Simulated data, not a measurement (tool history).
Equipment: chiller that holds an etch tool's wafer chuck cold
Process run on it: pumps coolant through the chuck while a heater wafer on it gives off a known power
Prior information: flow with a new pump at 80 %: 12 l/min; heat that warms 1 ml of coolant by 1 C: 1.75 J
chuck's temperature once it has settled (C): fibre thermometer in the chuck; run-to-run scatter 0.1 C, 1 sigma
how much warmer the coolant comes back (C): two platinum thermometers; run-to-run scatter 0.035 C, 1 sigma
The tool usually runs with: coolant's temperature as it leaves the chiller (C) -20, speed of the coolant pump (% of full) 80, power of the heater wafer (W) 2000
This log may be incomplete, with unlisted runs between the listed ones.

run,hour,coolant's temperature as it leaves the chiller (C),speed of the coolant pump (% of full),power of the heater wafer (W),chuck's temperature once it has settled (C),how much warmer the coolant comes back (C)
1,0.0,-20,80,2000,-5.2,5.88
2,15.4,-20,95,2000,-7.3,4.93
3,29.6,-14,80,2000,0.7,5.85
4,48.2,-16,80,2000,-1.5,5.82
5,72.9,-16,80,2000,-1.3,5.84
6,98.5,-16,80,2000,-1.5,5.87
7,116.9,-16,65,2000,1.2,7.17
8,136.3,-16,65,2000,1.4,7.27
9,158.2,-16,65,2000,1.2,7.24
10,186.7,-20,80,1197,-11.2,3.51
11,203.0,-23,80,2361,-5.5,6.91
12,227.5,-21,68,1609,-7.6,5.54
# hour 230.1: chiller's thermometer calibrated
13,255.6,-22,71,1908,-6.6,6.36
14,273.1,-20,64,2067,-1.8,7.68
# hour 276.2: chiller's thermometer calibrated, once more
15,295.5,-19,66,1134,-9.3,4.09
16,317.3,-19,66,1134,-9.3,4.06
17,340.8,-20,64,1882,-3.4,6.96
18,359.9,-20,64,1882,-3.2,6.99
19,372.4,-23,96,1663,-12.3,4.03
20,391.3,-26,97,2000,-13.4,4.74

What if the next run were any one of these 3? Each begins from the tool's condition after run 20:
A,410.8,-11,80,2000,?,?
B,410.8,-26,90,2000,?,?
C,410.8,-26,97,1652,?,?

run,chuck's temperature once it has settled (C),how much warmer the coolant comes back (C)
A,3.9,5.85
B,-12.7,5.19
C,-15.4,4.02
Take away the tool's hidden state, keep each run's random variation, and the runs would have read:
run,chuck's temperature once it has settled (C),how much warmer the coolant comes back (C)
A,3.4,5.68
B,-13.1,5.04
C,-15.8,3.91

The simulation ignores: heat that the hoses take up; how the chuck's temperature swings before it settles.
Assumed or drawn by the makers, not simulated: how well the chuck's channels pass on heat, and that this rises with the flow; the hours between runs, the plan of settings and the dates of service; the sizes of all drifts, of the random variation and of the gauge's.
